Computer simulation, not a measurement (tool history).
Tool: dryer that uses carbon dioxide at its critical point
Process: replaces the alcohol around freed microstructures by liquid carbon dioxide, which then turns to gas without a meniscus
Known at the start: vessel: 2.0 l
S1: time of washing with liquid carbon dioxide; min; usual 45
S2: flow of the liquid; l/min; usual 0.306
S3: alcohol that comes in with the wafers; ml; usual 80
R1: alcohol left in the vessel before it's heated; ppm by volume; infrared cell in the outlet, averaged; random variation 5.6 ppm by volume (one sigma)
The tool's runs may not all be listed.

{"run": 1, "hour": 0.0, "S1": 45, "S2": 0.306, "S3": 80, "R1": 309}
{"run": 2, "hour": 14.8, "S1": 45, "S2": 0.306, "S3": 80, "R1": 319}
{"run": 3, "hour": 28.1, "S1": 45, "S2": 0.306, "S3": 80, "R1": 334}
{"run": 4, "hour": 45.3, "S1": 45, "S2": 0.306, "S3": 38, "R1": 219}
{"run": 5, "hour": 59.9, "S1": 45, "S2": 0.306, "S3": 38, "R1": 238}
{"run": 6, "hour": 79.3, "S1": 45, "S2": 0.306, "S3": 38, "R1": 234}
{"run": 7, "hour": 110.6, "S1": 45, "S2": 0.306, "S3": 38, "R1": 251}
{"run": 8, "hour": 140.0, "S1": 45, "S2": 0.306, "S3": 38, "R1": 266}
{"run": 9, "hour": 171.2, "S1": 45, "S2": 0.306, "S3": 38, "R1": 289}
{"run": 10, "hour": 189.8, "S1": 45, "S2": 0.306, "S3": 29, "R1": 253}
{"run": 11, "hour": 204.2, "S1": 45, "S2": 0.306, "S3": 80, "R1": 440}
{"run": 12, "hour": 233.2, "S1": 45, "S2": 0.306, "S3": 80, "R1": 441}
{"run": 13, "hour": 256.7, "S1": 45, "S2": 0.306, "S3": 80, "R1": 447}
{"run": 14, "hour": 278.3, "S1": 71, "S2": 0.219, "S3": 66, "R1": 289}
{"run": 15, "hour": 309.4, "S1": 41, "S2": 0.328, "S3": 99, "R1": 623}
{"run": 16, "hour": 326.9, "S1": 41, "S2": 0.328, "S3": 45, "R1": 396}
{"run": 17, "hour": 339.7, "S1": 41, "S2": 0.328, "S3": 45, "R1": 387}
{"run": 18, "hour": 368.0, "S1": 67, "S2": 0.306, "S3": 80, "R1": 218}
{"run": 19, "hour": 393.6, "S1": 55, "S2": 0.434, "S3": 83, "R1": 200}
{"run": 20, "hour": 416.8, "S1": 55, "S2": 0.434, "S3": 83, "R1": 195}
{"run": 21, "hour": 438.3, "S1": 29, "S2": 0.312, "S3": 54, "R1": 1482}
{"hour": 443.2, "done": "purifier's bed changed"}
{"hour": 465.2, "done": "inlet filter changed"}
{"run": 22, "hour": 468.2, "S1": 29, "S2": 0.312, "S3": 54, "R1": 768}
{"run": 23, "hour": 494.3, "S1": 29, "S2": 0.312, "S3": 54, "R1": 775}
{"run": 24, "hour": 522.6, "S1": 27, "S2": 0.306, "S3": 65, "R1": 1314}
{"run": 25, "hour": 543.8, "S1": 27, "S2": 0.306, "S3": 65, "R1": 1354}
{"run": 26, "hour": 560.5, "S1": 33, "S2": 0.306, "S3": 74, "R1": 778}

5 ways to go on from here, each from the tool as it stands after run 26. What would each give?
{"run": "A", "hour": 577.0, "S1": 39, "S2": 0.401, "S3": 74, "R1": "?"}
{"run": "B", "hour": 577.0, "S1": 71, "S2": 0.201, "S3": 51, "R1": "?"}
{"run": "C", "hour": 577.0, "S1": 38, "S2": 0.192, "S3": 49, "R1": "?"}
{"run": "D", "hour": 577.0, "S1": 45, "S2": 0.507, "S3": 80, "R1": "?"}
{"run": "E", "hour": 577.0, "S1": 30, "S2": 0.306, "S3": 101, "R1": "?"}

run=A R1=115
run=B R1=136
run=C R1=1515
run=D R1=32
run=E R1=1519
Without the tool's hidden state the same runs would have given:
run=A R1=74
run=B R1=95
run=C R1=1329
run=D R1=12
run=E R1=1294
